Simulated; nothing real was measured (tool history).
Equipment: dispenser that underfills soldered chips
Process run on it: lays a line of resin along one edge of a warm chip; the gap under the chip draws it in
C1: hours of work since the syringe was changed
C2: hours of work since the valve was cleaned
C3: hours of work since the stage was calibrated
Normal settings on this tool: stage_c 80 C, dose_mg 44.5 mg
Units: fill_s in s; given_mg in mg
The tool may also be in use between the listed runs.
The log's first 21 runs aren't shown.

-- hour=72.2 new syringe of resin
run 22 hour=73.5 | stage_c=78 dose_mg=38.1 | C1=1 C2=112 C3=173 | fill_s=137.7 given_mg=34.89
run 23 hour=76.3 | stage_c=78 dose_mg=38.1 | C1=3 C2=114 C3=175 | fill_s=148.6 given_mg=34.94
-- hour=79.3 new syringe of resin
run 24 hour=80.8 | stage_c=73 dose_mg=43.3 | C1=1 C2=118 C3=178 | fill_s=169.7 given_mg=39.7
run 25 hour=84.8 | stage_c=68 dose_mg=50.2 | C1=4 C2=121 C3=181 | fill_s=225.5 given_mg=45.78
-- hour=86.6 new syringe of resin
run 26 hour=88.1 | stage_c=90 dose_mg=43.3 | C1=1 C2=123 C3=183 | fill_s=81.9 given_mg=39.37
run 27 hour=92.4 | stage_c=90 dose_mg=43.3 | C1=4 C2=126 C3=186 | fill_s=89.5 given_mg=39.19
-- hour=93.9 new syringe of resin
-- hour=95.9 dispensing valve cleaned and set on the balance
run 28 hour=95.9 | stage_c=75 dose_mg=51.1 | C1=1 C2=0 C3=188 | fill_s=145.6 given_mg=50.92
run 29 hour=98.6 | stage_c=75 dose_mg=51.1 | C1=3 C2=2 C3=190 | fill_s=158.6 given_mg=50.64
-- hour=102 new syringe of resin
run 30 hour=103.1 | stage_c=72 dose_mg=48.8 | C1=1 C2=5 C3=193 | fill_s=168 given_mg=48.19
run 31 hour=106.7 | stage_c=69 dose_mg=49.5 | C1=4 C2=8 C3=196 | fill_s=210.8 given_mg=48.82
-- hour=109.1 new syringe of resin
run 32 hour=110.6 | stage_c=76 dose_mg=43 | C1=1 C2=10 C3=198 | fill_s=139.3 given_mg=42.66
run 33 hour=115 | stage_c=70 dose_mg=43.4 | C1=4 C2=14 C3=202 | fill_s=207.1 given_mg=42.58
-- hour=116.3 new syringe of resin
run 34 hour=119.2 | stage_c=81 dose_mg=44.5 | C1=2 C2=17 C3=205 | fill_s=120.3 given_mg=43.54
run 35 hour=121.7 | stage_c=79 dose_mg=44.5 | C1=4 C2=19 C3=207 | fill_s=138.4 given_mg=43.76
-- hour=123.6 new syringe of resin
run 36 hour=125.7 | stage_c=79 dose_mg=44.5 | C1=2 C2=21 C3=209 | fill_s=129 given_mg=43.41

4 options for the next run, each taken on its own from the tool as it stands now. Forecast them:
run A hour=129.5 | stage_c=80 dose_mg=40.7 | C1=4 C2=24 C3=212 | fill_s=? given_mg=?
run B hour=129.5 | stage_c=81 dose_mg=44.5 | C1=4 C2=24 C3=212 | fill_s=? given_mg=?
run C hour=129.5 | stage_c=67 dose_mg=51.6 | C1=4 C2=24 C3=212 | fill_s=? given_mg=?
run D hour=129.5 | stage_c=93 dose_mg=38 | C1=4 C2=24 C3=212 | fill_s=? given_mg=?

run=A fill_s=137.7 given_mg=39.66
run=B fill_s=130.6 given_mg=43.13
run=C fill_s=234.7 given_mg=50.35
run=D fill_s=79.6 given_mg=37.21
Without the tool's unlogged condition, the same runs would have read:
run=A fill_s=125.2 given_mg=40.59
run=B fill_s=118.9 given_mg=44.14
run=C fill_s=214.9 given_mg=51.53
run=D fill_s=72 given_mg=38.08
